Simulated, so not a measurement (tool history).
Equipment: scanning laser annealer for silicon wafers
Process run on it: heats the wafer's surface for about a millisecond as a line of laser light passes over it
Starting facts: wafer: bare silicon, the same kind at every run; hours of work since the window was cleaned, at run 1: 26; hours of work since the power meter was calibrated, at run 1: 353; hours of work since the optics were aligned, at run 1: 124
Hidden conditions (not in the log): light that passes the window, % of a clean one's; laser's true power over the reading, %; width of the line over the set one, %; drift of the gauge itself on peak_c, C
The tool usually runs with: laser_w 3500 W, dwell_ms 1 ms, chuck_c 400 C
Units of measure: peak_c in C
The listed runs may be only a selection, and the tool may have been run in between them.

run,hour,laser_w,dwell_ms,chuck_c,hours of work since the window was cleaned,hours of work since the power meter was calibrated,hours of work since the optics were aligned,peak_c
1,0,3500,1,400,26,353,124,1102
2,13.2,3500,1.02,400,34,361,132,1108
3,22.4,3500,1.02,400,40,367,138,1110
4,32.2,3500,1,366,46,373,144,1069
5,45.5,3500,1,366,54,381,152,1065
6,55.8,3500,1,366,61,387,159,1068
7,70.9,3500,0.85,366,70,397,168,1009
8,78.6,3500,0.85,366,75,401,173,1013
9,94.1,3500,1,400,84,411,182,1102
10,107.1,3500,0.81,400,92,419,190,1030
11,121.9,3500,0.81,400,101,428,199,1030
12,135.6,3500,0.81,400,110,437,208,1031
13,146.4,3500,1,391,116,443,214,1085
14,160.8,3500,0.94,400,125,452,223,1076
15,169.3,3500,0.83,400,131,457,229,1036
16,177.2,3500,0.83,400,135,462,233,1032
17,191.2,3500,0.83,400,144,471,242,1033
18,198,3500,0.83,400,148,475,246,1032
19,206.4,3500,0.83,400,153,480,252,1031
20,216.7,3338,0.83,390,160,487,258,994
21,232.3,3338,0.83,390,169,496,268,993
22,244.7,3270,0.92,420,177,504,275,1042
23,253.5,3042,0.98,388,183,509,281,977
24,267.2,3042,0.98,388,191,518,289,977
25,281.7,3042,0.98,388,200,527,298,977
26,289.9,3351,0.8,413,205,532,303,1004
27,304.3,3215,1,381,214,541,312,1012
28,318.5,3385,0.75,396,223,549,321,975
29,326.6,3500,0.83,400,228,555,326,1028

Each row is a separate what-if for the run after 29, all from the same tool condition, not one after another. Results?
A,342.7,3658,0.83,430,238,564,336,?
B,342.7,3347,0.95,400,238,564,336,?
C,342.7,3708,1.07,427,238,564,336,?
D,342.7,3500,1.11,402,238,564,336,?
E,342.7,3723,0.83,400,238,564,336,?

run,peak_c
A,1092
B,1042
C,1184
D,1128
E,1074
Without the tool's unlogged condition, the same runs would have read:
run,peak_c
A,1109
B,1058
C,1204
D,1147
E,1092
